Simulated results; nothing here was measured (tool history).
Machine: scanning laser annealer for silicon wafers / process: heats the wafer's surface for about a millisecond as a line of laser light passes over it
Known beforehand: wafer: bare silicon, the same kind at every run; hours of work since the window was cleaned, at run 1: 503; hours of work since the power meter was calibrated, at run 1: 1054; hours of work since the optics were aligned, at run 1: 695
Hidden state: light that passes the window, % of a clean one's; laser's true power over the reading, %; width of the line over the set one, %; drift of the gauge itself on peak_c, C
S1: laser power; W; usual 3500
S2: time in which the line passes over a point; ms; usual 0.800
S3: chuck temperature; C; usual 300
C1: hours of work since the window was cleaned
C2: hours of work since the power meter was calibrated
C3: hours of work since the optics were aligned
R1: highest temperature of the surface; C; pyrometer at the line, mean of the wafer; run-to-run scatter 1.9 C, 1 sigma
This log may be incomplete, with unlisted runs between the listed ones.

{"run": 1, "day": 0.0, "S1": 3500, "S2": 0.8, "S3": 300, "C1": 503, "C2": 1054, "C3": 695, "R1": 1032}
{"day": 1.604, "done": "window over the wafer cleaned"}
{"run": 2, "day": 2.712, "S1": 3500, "S2": 0.8, "S3": 300, "C1": 15, "C2": 1089, "C3": 730, "R1": 1076}
{"run": 3, "day": 5.167, "S1": 3500, "S2": 0.8, "S3": 300, "C1": 47, "C2": 1122, "C3": 763, "R1": 1071}
{"run": 4, "day": 6.725, "S1": 3657, "S2": 0.8, "S3": 300, "C1": 68, "C2": 1143, "C3": 783, "R1": 1116}
{"run": 5, "day": 8.892, "S1": 3657, "S2": 0.8, "S3": 300, "C1": 97, "C2": 1172, "C3": 812, "R1": 1109}
{"run": 6, "day": 10.675, "S1": 3500, "S2": 0.8, "S3": 267, "C1": 121, "C2": 1195, "C3": 836, "R1": 1031}
{"run": 7, "day": 13.838, "S1": 3484, "S2": 0.741, "S3": 300, "C1": 163, "C2": 1237, "C3": 878, "R1": 1020}
{"run": 8, "day": 15.825, "S1": 3491, "S2": 0.81, "S3": 300, "C1": 189, "C2": 1264, "C3": 905, "R1": 1061}
{"run": 9, "day": 18.612, "S1": 3491, "S2": 0.81, "S3": 278, "C1": 227, "C2": 1301, "C3": 942, "R1": 1033}
{"run": 10, "day": 21.738, "S1": 3032, "S2": 0.643, "S3": 314, "C1": 268, "C2": 1343, "C3": 983, "R1": 859}
{"run": 11, "day": 24.533, "S1": 3682, "S2": 0.673, "S3": 297, "C1": 305, "C2": 1380, "C3": 1021, "R1": 1020}
{"run": 12, "day": 26.167, "S1": 3682, "S2": 0.673, "S3": 297, "C1": 327, "C2": 1402, "C3": 1042, "R1": 1017}

Across each entry between runs, compare the hidden state at the last listed run before it with the hidden state at the first listed run after it:
In the gap between runs 1 and 2: window over the wafer cleaned (day 1.604)
  light that passes the window, % of a clean one's: 95.6 -> 99.86; laser's true power over the reading, %: -0.43 -> -0.44; width of the line over the set one, %: 1.07 -> 1.1
  difference, measured minus the result without the unlogged condition, R1: -55 -> -12 C

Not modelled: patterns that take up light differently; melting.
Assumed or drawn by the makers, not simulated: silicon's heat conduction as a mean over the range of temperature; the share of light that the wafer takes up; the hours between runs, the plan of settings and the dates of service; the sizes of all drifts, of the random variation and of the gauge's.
